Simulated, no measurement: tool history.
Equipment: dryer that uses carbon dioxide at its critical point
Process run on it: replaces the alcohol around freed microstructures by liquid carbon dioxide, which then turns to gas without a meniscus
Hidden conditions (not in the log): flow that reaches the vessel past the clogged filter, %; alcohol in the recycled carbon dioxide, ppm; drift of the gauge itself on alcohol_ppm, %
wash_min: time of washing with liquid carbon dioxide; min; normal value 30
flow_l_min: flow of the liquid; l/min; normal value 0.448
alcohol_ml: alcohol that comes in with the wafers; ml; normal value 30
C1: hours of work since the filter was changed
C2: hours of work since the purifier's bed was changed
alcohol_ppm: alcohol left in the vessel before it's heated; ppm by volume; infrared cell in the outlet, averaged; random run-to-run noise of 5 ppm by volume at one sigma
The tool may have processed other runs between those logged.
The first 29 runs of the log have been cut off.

run 30 hour=412.7 | wash_min=38 flow_l_min=0.613 alcohol_ml=25 | C1=124 C2=433 | alcohol_ppm=148
run 31 hour=432 | wash_min=38 flow_l_min=0.613 alcohol_ml=25 | C1=131 C2=441 | alcohol_ppm=147
run 32 hour=443.3 | wash_min=38 flow_l_min=0.613 alcohol_ml=25 | C1=136 C2=445 | alcohol_ppm=158
run 33 hour=463 | wash_min=33 flow_l_min=0.333 alcohol_ml=25 | C1=144 C2=453 | alcohol_ppm=256
run 34 hour=478.2 | wash_min=26 flow_l_min=0.448 alcohol_ml=60 | C1=150 C2=459 | alcohol_ppm=351
run 35 hour=492.3 | wash_min=30 flow_l_min=0.64 alcohol_ml=22 | C1=156 C2=465 | alcohol_ppm=158
run 36 hour=508.5 | wash_min=30 flow_l_min=0.64 alcohol_ml=22 | C1=162 C2=471 | alcohol_ppm=162
run 37 hour=518.3 | wash_min=30 flow_l_min=0.64 alcohol_ml=22 | C1=166 C2=475 | alcohol_ppm=162
run 38 hour=530.4 | wash_min=32 flow_l_min=0.364 alcohol_ml=84 | C1=171 C2=480 | alcohol_ppm=431
run 39 hour=540 | wash_min=33 flow_l_min=0.444 alcohol_ml=23 | C1=175 C2=484 | alcohol_ppm=185
run 40 hour=556.6 | wash_min=33 flow_l_min=0.444 alcohol_ml=23 | C1=182 C2=491 | alcohol_ppm=190
run 41 hour=569.4 | wash_min=32 flow_l_min=0.351 alcohol_ml=23 | C1=187 C2=496 | alcohol_ppm=251
run 42 hour=584.9 | wash_min=23 flow_l_min=0.448 alcohol_ml=26 | C1=193 C2=502 | alcohol_ppm=307
run 43 hour=594.5 | wash_min=23 flow_l_min=0.753 alcohol_ml=92 | C1=197 C2=506 | alcohol_ppm=198
run 44 hour=605.3 | wash_min=32 flow_l_min=0.448 alcohol_ml=71 | C1=201 C2=511 | alcohol_ppm=249
run 45 hour=625.8 | wash_min=47 flow_l_min=0.711 alcohol_ml=35 | C1=210 C2=519 | alcohol_ppm=176
run 46 hour=643.6 | wash_min=30 flow_l_min=0.559 alcohol_ml=30 | C1=217 C2=526 | alcohol_ppm=188
run 47 hour=654.7 | wash_min=19 flow_l_min=0.342 alcohol_ml=100 | C1=221 C2=530 | alcohol_ppm=3385
run 48 hour=668.8 | wash_min=30 flow_l_min=0.315 alcohol_ml=90 | C1=227 C2=536 | alcohol_ppm=990

Predict each of these 3 candidate next runs independently; none follows another, all start after run 48:
run A hour=685.3 | wash_min=19 flow_l_min=0.665 alcohol_ml=97 | C1=234 C2=543 | alcohol_ppm=?
run B hour=685.3 | wash_min=30 flow_l_min=0.521 alcohol_ml=22 | C1=234 C2=543 | alcohol_ppm=?
run C hour=685.3 | wash_min=43 flow_l_min=0.453 alcohol_ml=36 | C1=234 C2=543 | alcohol_ppm=?

run=A alcohol_ppm=410
run=B alcohol_ppm=204
run=C alcohol_ppm=190
With no hidden state in the tool, these same runs would have given:
run=A alcohol_ppm=163
run=B alcohol_ppm=21
run=C alcohol_ppm=11
